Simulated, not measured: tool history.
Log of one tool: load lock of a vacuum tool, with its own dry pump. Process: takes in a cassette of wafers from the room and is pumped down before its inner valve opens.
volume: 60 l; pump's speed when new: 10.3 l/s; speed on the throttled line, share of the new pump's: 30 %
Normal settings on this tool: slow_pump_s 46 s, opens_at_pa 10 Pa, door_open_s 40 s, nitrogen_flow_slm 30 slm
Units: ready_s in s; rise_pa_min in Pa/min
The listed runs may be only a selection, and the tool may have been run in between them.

run	day	slow_pump_s	opens_at_pa	door_open_s	nitrogen_flow_slm	incoming humidity of the room's air, %	ready_s	rise_pa_min
1	0	46	10	40	30	43.1	88.1	0.038
2	5.779	46	10	40	30	44.7	87.3	0.041
3	9.854	46	10	40	30	49.9	88	0.039
4	15.658	46	10	40	30	46.5	88.5	0.04
5	18.621	46	10	40	30	44.6	88.5	0.042
6	23.867	46	10	40	30	43.9	87.5	0.034
7	30.204	46	10	40	30	41.6	87.3	0.033
8	35.925	46	10	40	30	43.1	88.5	0.044
9	39.1	46	13	40	30	45.2	86.7	0.046
10	44.821	46	10	111	30	47.3	88.7	0.051
11	48.196	46	10	111	30	41.6	88.8	0.05
12	53.692	46	10	111	30	44.8	88.8	0.051
13	56.929	46	8	111	30	45.1	90.3	0.054
14	59.975	46	8	111	30	45.8	89.6	0.047
15	64.579	46	8	111	30	47	90.5	0.053
16	70.458	44	10	40	30	43.3	88.3	0.043
17	74.404	46	10	40	30	45.7	89.2	0.038
18	79.742	46	10	40	30	42.4	88.9	0.039
19	82.388	46	10	40	30	42	90.3	0.043

Expected results for the next run?
20	87.375	39	10	40	30	48.5	?	?

Run 20 produced ready_s 85.1 s, rise_pa_min 0.04 Pa/min.
If the tool had no hidden condition, the same run with the same run-to-run variation would have returned ready_s 81.8 s, rise_pa_min 0.02 Pa/min.

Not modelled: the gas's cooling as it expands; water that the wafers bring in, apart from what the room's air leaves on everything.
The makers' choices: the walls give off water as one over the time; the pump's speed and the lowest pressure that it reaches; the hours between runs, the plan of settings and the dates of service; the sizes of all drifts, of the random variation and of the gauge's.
